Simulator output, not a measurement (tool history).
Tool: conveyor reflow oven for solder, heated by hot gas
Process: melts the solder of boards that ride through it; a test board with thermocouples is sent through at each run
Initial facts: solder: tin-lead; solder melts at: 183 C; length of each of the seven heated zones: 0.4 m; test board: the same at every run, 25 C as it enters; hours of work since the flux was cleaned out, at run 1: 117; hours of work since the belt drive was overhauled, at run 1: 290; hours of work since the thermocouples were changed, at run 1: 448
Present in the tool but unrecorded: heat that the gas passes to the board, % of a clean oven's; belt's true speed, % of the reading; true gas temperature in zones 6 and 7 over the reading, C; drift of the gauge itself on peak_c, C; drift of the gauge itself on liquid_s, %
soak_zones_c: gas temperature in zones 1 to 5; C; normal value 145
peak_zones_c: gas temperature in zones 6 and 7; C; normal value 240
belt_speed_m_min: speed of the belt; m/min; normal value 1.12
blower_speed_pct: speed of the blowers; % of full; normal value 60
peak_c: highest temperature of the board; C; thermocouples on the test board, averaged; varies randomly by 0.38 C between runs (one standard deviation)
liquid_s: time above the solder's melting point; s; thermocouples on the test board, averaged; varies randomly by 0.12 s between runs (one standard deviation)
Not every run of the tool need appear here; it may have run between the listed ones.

run	hour	soak_zones_c	peak_zones_c	belt_speed_m_min	blower_speed_pct	hours of work since the flux was cleaned out	hours of work since the belt drive was overhauled	hours of work since the thermocouples were changed	peak_c	liquid_s
1	0	145	240	1.12	60	117	290	448	215.2	32
2	12.9	145	240	1.12	60	127	300	458	216.2	32.1
3	21.2	145	240	1.12	60	133	307	464	215.8	32.2
4	28.9	145	240	1.12	60	139	313	470	215.4	32
5	41	145	240	1.12	60	149	322	480	216.1	32.2
6	57.5	145	240	1.12	60	161	335	492	216.1	32
7	73.6	145	240	1.12	60	174	347	505	216.1	32.2
8	90.2	145	240	1.12	60	187	360	518	215.5	32.1
9	101	145	240	1.12	60	195	368	526	215.9	32.2
10	111	145	240	1.12	60	203	376	534	216.3	31.9
# hour 127: flux residue cleaned out of gas plates and filters
11	132.1	145	240	1.12	60	4	388	546	215.8	32.1
12	140.5	145	240	1.12	60	10	395	553	216.4	32.1
13	151.9	145	240	1.12	60	19	404	562	215.7	31.9
14	166.7	145	240	1.12	60	31	415	573	216.3	32.2
15	178.4	145	240	1.12	60	40	424	582	216.2	32.2
16	187.4	145	236	1.31	79	47	431	589	213.2	25.9
17	197.3	135	240	1.12	60	54	439	597	213.6	28.9

Predict the results of run 18:
18	209.2	145	237	1.12	51	64	448	606	?	?

{"run 18": {"peak_c": 210, "liquid_s": 28.5}}
On a tool with no hidden condition, and with the same random variation, this run would have come out at peak_c 210.1 C, liquid_s 28.6 s.

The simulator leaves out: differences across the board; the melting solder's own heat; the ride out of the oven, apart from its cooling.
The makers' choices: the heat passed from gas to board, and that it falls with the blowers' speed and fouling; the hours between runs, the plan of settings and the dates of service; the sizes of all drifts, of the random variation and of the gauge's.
